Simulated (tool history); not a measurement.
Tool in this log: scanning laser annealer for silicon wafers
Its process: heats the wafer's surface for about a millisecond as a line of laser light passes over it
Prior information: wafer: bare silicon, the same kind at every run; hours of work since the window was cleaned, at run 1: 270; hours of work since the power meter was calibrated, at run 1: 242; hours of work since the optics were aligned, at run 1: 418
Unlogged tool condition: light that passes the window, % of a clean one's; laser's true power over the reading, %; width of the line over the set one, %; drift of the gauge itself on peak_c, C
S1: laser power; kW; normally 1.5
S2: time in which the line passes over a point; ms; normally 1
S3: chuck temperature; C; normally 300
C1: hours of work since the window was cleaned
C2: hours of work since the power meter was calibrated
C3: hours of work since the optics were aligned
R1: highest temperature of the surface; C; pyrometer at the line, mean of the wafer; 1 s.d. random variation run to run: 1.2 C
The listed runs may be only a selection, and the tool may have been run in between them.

Run 1, hour 0: usual settings; C1 270; C2 242; C3 418. Result: R1 1028 C.
Run 2, hour 14.4: usual settings; C1 278; C2 250; C3 426. Result: R1 1028 C.
Run 3, hour 32.5: usual settings; C1 289; C2 260; C3 436. Result: R1 1027 C.
Run 4, hour 46.6: usual settings; C1 297; C2 268; C3 445. Result: R1 1028 C.
Run 5, hour 55.4: usual settings but S3 319 C; C1 302; C2 273; C3 450. Result: R1 1046 C.
Run 6, hour 65.2: usual settings but S3 319 C; C1 307; C2 279; C3 455. Result: R1 1046 C.
Run 7, hour 76.4: usual settings but S3 319 C; C1 314; C2 285; C3 462. Result: R1 1044 C.
Run 8, hour 86.3: usual settings but S1 1.637 kW, S3 319 C; C1 319; C2 291; C3 467. Result: R1 1105 C.
Run 9, hour 97.1: usual settings but S1 1.637 kW, S3 319 C; C1 326; C2 297; C3 473. Result: R1 1106 C.
Run 10, hour 105.9: usual settings but S1 1.637 kW, S3 319 C; C1 331; C2 302; C3 478. Result: R1 1108 C.
Run 11, hour 122.4: usual settings but S1 1.637 kW, S3 319 C; C1 340; C2 311; C3 488. Result: R1 1105 C.
Run 12, hour 138.5: usual settings but S1 1.521 kW; C1 349; C2 320; C3 497. Result: R1 1037 C.
Run 13, hour 149.7: usual settings but S2 0.8 ms; C1 356; C2 327; C3 503. Result: R1 958 C.
Run 14, hour 161.6: usual settings but S2 0.8 ms; C1 362; C2 334; C3 510. Result: R1 958 C.
Run 15, hour 178.5: usual settings but S3 284 C; C1 372; C2 343; C3 520. Result: R1 1010 C.
Run 16, hour 188.6: usual settings but S3 284 C; C1 378; C2 349; C3 525. Result: R1 1012 C.
Run 17, hour 204.6: usual settings but S1 1.475 kW; C1 387; C2 358; C3 535. Result: R1 1014 C.
Run 18, hour 223.1: usual settings; C1 397; C2 369; C3 545. Result: R1 1025 C.
Run 19, hour 233.2: usual settings but S1 1.642 kW; C1 403; C2 374; C3 551. Result: R1 1086 C.
Run 20, hour 247.3: usual settings; C1 411; C2 383; C3 559. Result: R1 1027 C.
Run 21, hour 256.1: usual settings but S1 1.456 kW, S2 1.16 ms; C1 416; C2 387; C3 564. Result: R1 1052 C.
Run 22, hour 273.5: usual settings but S1 1.281 kW, S2 1.17 ms, S3 266 C; C1 426; C2 397; C3 574. Result: R1 937 C.
Run 23, hour 284.1: usual settings but S1 1.281 kW, S2 1.17 ms, S3 266 C; C1 432; C2 403; C3 580. Result: R1 939 C.
Run 24, hour 299.5: usual settings but S1 1.459 kW, S2 0.8 ms, S3 335 C; C1 441; C2 412; C3 589. Result: R1 973 C.
Run 25, hour 314.4: usual settings but S1 1.638 kW, S2 0.81 ms, S3 284 C; C1 450; C2 421; C3 597. Result: R1 998 C.
Run 26, hour 322.1: usual settings but S1 1.454 kW, S3 284 C; C1 454; C2 425; C3 602. Result: R1 987 C.
Run 27, hour 337.5: usual settings but S1 1.45 kW, S2 1.19 ms, S3 269 C; C1 463; C2 434; C3 610. Result: R1 1025 C.
At hour 342.2: laser's power meter calibrated.
Run 28, hour 351.7: usual settings but S1 1.45 kW, S2 1.19 ms, S3 269 C; C1 469; C2 5; C3 617. Result: R1 1028 C.
Run 29, hour 367.3: usual settings but S1 1.336 kW, S2 0.98 ms; C1 478; C2 14; C3 626. Result: R1 947 C.
At hour 385.4: laser's power meter calibrated, once more.
Run 30, hour 385.7: usual settings but S1 1.336 kW, S2 0.98 ms; C1 487; C2 0; C3 634. Result: R1 944 C.
Run 31, hour 401.5: usual settings but S1 1.336 kW, S2 0.98 ms; C1 496; C2 9; C3 643. Result: R1 944 C.
Run 32, hour 410.5: usual settings but S1 1.505 kW, S2 0.98 ms; C1 501; C2 14; C3 649. Result: R1 1017 C.
Run 33, hour 420: usual settings but S1 1.598 kW, S2 0.9 ms, S3 322 C; C1 506; C2 20; C3 654. Result: R1 1052 C.
Run 34, hour 429: usual settings but S2 0.87 ms; C1 511; C2 25; C3 659. Result: R1 976 C.
Run 35, hour 446.1: usual settings but S1 1.365 kW, S2 0.83 ms; C1 521; C2 35; C3 669. Result: R1 910 C.
Run 36, hour 456.7: usual settings but S1 1.593 kW, S2 1.07 ms, S3 266 C; C1 527; C2 41; C3 675. Result: R1 1050 C.
Run 37, hour 464.2: usual settings but S1 1.593 kW, S2 1.07 ms, S3 266 C; C1 531; C2 45; C3 679. Result: R1 1050 C.
Run 38, hour 477.5: usual settings but S1 1.593 kW, S2 1.07 ms, S3 266 C; C1 539; C2 53; C3 687. Result: R1 1049 C.
Run 39, hour 491: usual settings but S1 1.593 kW, S2 1.07 ms, S3 266 C; C1 547; C2 60; C3 694. Result: R1 1048 C.
Run 40, hour 504.1: usual settings but S1 1.423 kW, S2 1.11 ms, S3 273 C; C1 554; C2 68; C3 702. Result: R1 991 C.

Predict each of these 5 candidate next runs independently; none follows another, all start after run 40:
Run A, hour 522.5: usual settings but S1 1.394 kW, S2 1.11 ms, S3 289 C; C1 565; C2 78; C3 712. Result: R1 ?.
Run B, hour 522.5: usual settings but S1 1.647 kW; C1 565; C2 78; C3 712. Result: R1 ?.
Run C, hour 522.5: usual settings but S1 1.643 kW, S2 0.81 ms, S3 330 C; C1 565; C2 78; C3 712. Result: R1 ?.
Run D, hour 522.5: usual settings but S1 1.423 kW, S2 1.11 ms, S3 332 C; C1 565; C2 78; C3 712. Result: R1 ?.
Run E, hour 522.5: usual settings but S1 1.342 kW, S2 1.11 ms, S3 273 C; C1 565; C2 78; C3 712. Result: R1 ?.

run    R1
  A   996
  B  1084
  C  1042
  D  1050
  E   955
What these runs would have given with no unlogged condition in the tool:
run    R1
  A  1011
  B  1100
  C  1057
  D  1065
  E   969
